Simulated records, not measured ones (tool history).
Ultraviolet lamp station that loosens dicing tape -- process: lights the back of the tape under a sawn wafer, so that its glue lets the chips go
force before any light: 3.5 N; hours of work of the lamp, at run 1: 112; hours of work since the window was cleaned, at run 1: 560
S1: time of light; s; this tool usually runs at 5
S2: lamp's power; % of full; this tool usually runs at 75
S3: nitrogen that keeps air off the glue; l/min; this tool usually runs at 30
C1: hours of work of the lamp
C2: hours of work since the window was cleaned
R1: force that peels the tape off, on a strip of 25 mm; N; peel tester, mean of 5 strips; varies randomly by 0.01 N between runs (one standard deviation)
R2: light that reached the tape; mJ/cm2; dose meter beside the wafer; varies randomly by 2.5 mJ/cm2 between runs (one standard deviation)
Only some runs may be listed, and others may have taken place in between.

run	hour	S1	S2	S3	C1	C2	R1	R2
1	0	5	75	30	112	560	0.577	268
2	40	5	75	30	139	587	0.559	264
3	91.1	5	75	30	174	621	0.559	259
4	136.2	5	75	30	204	652	0.579	255
# hour 166.1: window cleaned of glue's vapour
5	171.3	5	75	30	227	3	0.547	269
6	198.5	5	75	30	246	22	0.522	272
7	251.7	3	75	30	282	58	1.053	159
8	296.2	7	75	30	312	88	0.325	368
9	355.4	7	75	30	352	128	0.334	363
10	405.5	7	75	30	385	161	0.337	352
11	454	5	75	9	418	194	1.172	254
12	514.6	5	75	9	459	235	1.187	247
13	578.5	5	75	9	502	278	1.219	237
14	627.1	5	75	9	535	311	1.325	236
15	676.8	5	75	9	568	344	1.258	232
16	731.7	5	75	9	605	381	1.315	226
17	786.8	5	75	9	642	418	1.324	226
18	825.4	3	97	9	668	444	1.64	167
19	890.2	3	66	19	712	488	1.763	114
20	942.7	5	99	24	748	524	0.578	283
21	1004.6	5	99	24	789	565	0.598	276
22	1035.5	5	99	24	810	586	0.623	275
23	1080.8	2	77	11	841	617	2.348	82
24	1121.8	6	75	53	868	644	0.454	245
# hour 1161.5: window cleaned of glue's vapour
# hour 1169.8: lamp changed
25	1171.1	6	75	53	1	6	0.245	355
26	1208	6	71	30	26	31	0.402	328
27	1238.6	6	71	30	46	51	0.395	329
28	1271.5	6	71	30	69	73	0.408	320
29	1323.2	7	71	42	103	108	0.25	371
30	1378.2	7	71	42	141	145	0.261	366
31	1405.2	7	75	52	159	164	0.223	388
32	1447.5	7	75	52	187	192	0.232	378
33	1492.7	7	75	52	218	223	0.229	374

Below, some changes in R1 between adjacent runs. For each, the amount present without the hidden state too (settings, incoming material, random variation) and the amount remaining for the hidden state with gauge scatter not shared by both compared results:
Hidden state at play: lamp's light, % of a new lamp's; light that the window lets through, % of a clean one's; drift of the gauge itself on peel_n, %; drift of the gauge itself on dose_mj_cm2, %.
Run 19 -> 20: S1 3 -> 5, S2 66 -> 99, S3 19 -> 24. R1 -1.185 N: hidden state -0.149, all else -1.036.
Run 22 -> 23: S1 5 -> 2, S2 99 -> 77, S3 24 -> 11. R1 +1.725 N: hidden state +0.12, all else +1.605.
Run 23 -> 24: S1 2 -> 6, S2 77 -> 75, S3 11 -> 53. R1 -1.894 N: hidden state -0.181, all else -1.713.
Run 24 -> 25: window cleaned of glue's vapour, lamp changed. R1 -0.209 N: hidden state -0.206, all else -0.003.
